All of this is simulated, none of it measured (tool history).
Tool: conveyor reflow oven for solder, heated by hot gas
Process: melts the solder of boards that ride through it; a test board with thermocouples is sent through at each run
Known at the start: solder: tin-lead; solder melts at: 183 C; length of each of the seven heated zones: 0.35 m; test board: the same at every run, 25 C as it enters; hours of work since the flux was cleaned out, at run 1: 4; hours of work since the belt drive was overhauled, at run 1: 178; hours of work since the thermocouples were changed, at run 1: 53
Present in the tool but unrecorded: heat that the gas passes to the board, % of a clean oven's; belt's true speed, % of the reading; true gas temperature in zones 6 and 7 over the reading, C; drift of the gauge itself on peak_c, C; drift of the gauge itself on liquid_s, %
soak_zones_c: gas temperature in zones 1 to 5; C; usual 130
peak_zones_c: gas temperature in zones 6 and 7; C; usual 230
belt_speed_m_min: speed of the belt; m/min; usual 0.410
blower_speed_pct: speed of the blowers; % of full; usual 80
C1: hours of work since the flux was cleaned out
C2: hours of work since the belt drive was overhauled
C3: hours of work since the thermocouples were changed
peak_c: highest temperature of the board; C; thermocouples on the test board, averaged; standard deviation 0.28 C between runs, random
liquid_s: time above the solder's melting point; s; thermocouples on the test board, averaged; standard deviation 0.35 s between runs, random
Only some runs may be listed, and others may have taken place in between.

run 1 hour=0.0 | soak_zones_c=130 peak_zones_c=230 belt_speed_m_min=0.410 blower_speed_pct=80 | C1=4 C2=178 C3=53 | peak_c=216.6 liquid_s=73.9
run 2 hour=11.4 | soak_zones_c=138 peak_zones_c=230 belt_speed_m_min=0.410 blower_speed_pct=80 | C1=12 C2=187 C3=62 | peak_c=217.5 liquid_s=77.7
run 3 hour=32.2 | soak_zones_c=138 peak_zones_c=230 belt_speed_m_min=0.410 blower_speed_pct=80 | C1=27 C2=202 C3=77 | peak_c=217.5 liquid_s=78.5
run 4 hour=41.1 | soak_zones_c=130 peak_zones_c=230 belt_speed_m_min=0.349 blower_speed_pct=80 | C1=34 C2=209 C3=83 | peak_c=220.7 liquid_s=93.2
run 5 hour=61.0 | soak_zones_c=130 peak_zones_c=230 belt_speed_m_min=0.349 blower_speed_pct=80 | C1=48 C2=223 C3=98 | peak_c=220.0 liquid_s=92.9
run 6 hour=72.5 | soak_zones_c=130 peak_zones_c=230 belt_speed_m_min=0.410 blower_speed_pct=80 | C1=57 C2=232 C3=107 | peak_c=216.1 liquid_s=72.9
run 7 hour=89.8 | soak_zones_c=130 peak_zones_c=230 belt_speed_m_min=0.410 blower_speed_pct=58 | C1=70 C2=244 C3=119 | peak_c=208.4 liquid_s=61.6
run 8 hour=100.7 | soak_zones_c=130 peak_zones_c=230 belt_speed_m_min=0.410 blower_speed_pct=58 | C1=77 C2=252 C3=127 | peak_c=208.7 liquid_s=61.2
run 9 hour=121.9 | soak_zones_c=130 peak_zones_c=230 belt_speed_m_min=0.410 blower_speed_pct=59 | C1=93 C2=268 C3=143 | peak_c=208.7 liquid_s=61.7
run 10 hour=136.9 | soak_zones_c=119 peak_zones_c=230 belt_speed_m_min=0.410 blower_speed_pct=80 | C1=104 C2=279 C3=154 | peak_c=213.7 liquid_s=65.7
-- hour=142.6 belt drive overhauled, speed set with a stopwatch
run 11 hour=160.4 | soak_zones_c=119 peak_zones_c=230 belt_speed_m_min=0.410 blower_speed_pct=80 | C1=118 C2=13 C3=168 | peak_c=213.6 liquid_s=65.8
run 12 hour=175.8 | soak_zones_c=130 peak_zones_c=236 belt_speed_m_min=0.410 blower_speed_pct=80 | C1=130 C2=24 C3=179 | peak_c=220.0 liquid_s=77.1
run 13 hour=188.0 | soak_zones_c=130 peak_zones_c=225 belt_speed_m_min=0.410 blower_speed_pct=80 | C1=139 C2=33 C3=188 | peak_c=210.2 liquid_s=66.9
run 14 hour=201.1 | soak_zones_c=130 peak_zones_c=225 belt_speed_m_min=0.410 blower_speed_pct=80 | C1=148 C2=43 C3=198 | peak_c=210.4 liquid_s=66.9
run 15 hour=210.9 | soak_zones_c=130 peak_zones_c=225 belt_speed_m_min=0.410 blower_speed_pct=80 | C1=155 C2=50 C3=205 | peak_c=209.9 liquid_s=66.8
run 16 hour=228.9 | soak_zones_c=133 peak_zones_c=228 belt_speed_m_min=0.342 blower_speed_pct=79 | C1=169 C2=63 C3=218 | peak_c=217.3 liquid_s=93.2
-- hour=242.8 belt drive overhauled, speed set with a stopwatch, once more
run 17 hour=249.3 | soak_zones_c=133 peak_zones_c=228 belt_speed_m_min=0.393 blower_speed_pct=60 | C1=181 C2=5 C3=230 | peak_c=207.9 liquid_s=65.5
run 18 hour=269.5 | soak_zones_c=133 peak_zones_c=228 belt_speed_m_min=0.393 blower_speed_pct=60 | C1=195 C2=20 C3=245 | peak_c=208.2 liquid_s=65.1
run 19 hour=286.3 | soak_zones_c=130 peak_zones_c=240 belt_speed_m_min=0.383 blower_speed_pct=75 | C1=208 C2=32 C3=257 | peak_c=223.2 liquid_s=86.4
run 20 hour=303.8 | soak_zones_c=130 peak_zones_c=240 belt_speed_m_min=0.383 blower_speed_pct=75 | C1=221 C2=45 C3=270 | peak_c=223.0 liquid_s=85.2
run 21 hour=316.7 | soak_zones_c=133 peak_zones_c=240 belt_speed_m_min=0.383 blower_speed_pct=67 | C1=230 C2=54 C3=280 | peak_c=221.4 liquid_s=84.2
run 22 hour=326.2 | soak_zones_c=130 peak_zones_c=235 belt_speed_m_min=0.467 blower_speed_pct=80 | C1=237 C2=61 C3=287 | peak_c=213.1 liquid_s=59.0
run 23 hour=347.3 | soak_zones_c=131 peak_zones_c=235 belt_speed_m_min=0.410 blower_speed_pct=50 | C1=252 C2=77 C3=302 | peak_c=206.6 liquid_s=58.2
run 24 hour=365.4 | soak_zones_c=129 peak_zones_c=243 belt_speed_m_min=0.410 blower_speed_pct=88 | C1=266 C2=90 C3=315 | peak_c=226.1 liquid_s=81.7
run 25 hour=386.2 | soak_zones_c=130 peak_zones_c=230 belt_speed_m_min=0.410 blower_speed_pct=62 | C1=281 C2=105 C3=331 | peak_c=207.2 liquid_s=59.1
run 26 hour=406.5 | soak_zones_c=116 peak_zones_c=230 belt_speed_m_min=0.358 blower_speed_pct=62 | C1=296 C2=120 C3=346 | peak_c=209.9 liquid_s=67.2
-- hour=420.5 flux residue cleaned out of gas plates and filters
run 27 hour=428.4 | soak_zones_c=126 peak_zones_c=228 belt_speed_m_min=0.334 blower_speed_pct=87 | C1=6 C2=132 C3=358 | peak_c=219.5 liquid_s=96.7
run 28 hour=449.6 | soak_zones_c=130 peak_zones_c=230 belt_speed_m_min=0.410 blower_speed_pct=54 | C1=21 C2=148 C3=374 | peak_c=207.0 liquid_s=57.9
run 29 hour=470.5 | soak_zones_c=130 peak_zones_c=228 belt_speed_m_min=0.397 blower_speed_pct=64 | C1=37 C2=163 C3=389 | peak_c=208.9 liquid_s=67.1
run 30 hour=487.5 | soak_zones_c=130 peak_zones_c=228 belt_speed_m_min=0.397 blower_speed_pct=64 | C1=49 C2=176 C3=401 | peak_c=209.3 liquid_s=66.7

4 options for the next run, each taken on its own from the tool as it stands now. Forecast them:
run A hour=500.6 | soak_zones_c=138 peak_zones_c=239 belt_speed_m_min=0.444 blower_speed_pct=80 | C1=59 C2=185 C3=411 | peak_c=? liquid_s=?
run B hour=500.6 | soak_zones_c=130 peak_zones_c=225 belt_speed_m_min=0.483 blower_speed_pct=80 | C1=59 C2=185 C3=411 | peak_c=? liquid_s=?
run C hour=500.6 | soak_zones_c=130 peak_zones_c=230 belt_speed_m_min=0.375 blower_speed_pct=80 | C1=59 C2=185 C3=411 | peak_c=? liquid_s=?
run D hour=500.6 | soak_zones_c=130 peak_zones_c=228 belt_speed_m_min=0.397 blower_speed_pct=70 | C1=59 C2=185 C3=411 | peak_c=? liquid_s=?

run=A peak_c=221.8 liquid_s=75.1
run=B peak_c=205.8 liquid_s=49.5
run=C peak_c=217.5 liquid_s=83.1
run=D peak_c=211.5 liquid_s=69.9
Take away the tool's hidden state, keep each run's random variation, and the runs would have read:
run=A peak_c=223.6 liquid_s=76.5
run=B peak_c=207.5 liquid_s=51.8
run=C peak_c=219.1 liquid_s=84.9
run=D peak_c=213.1 liquid_s=72.0
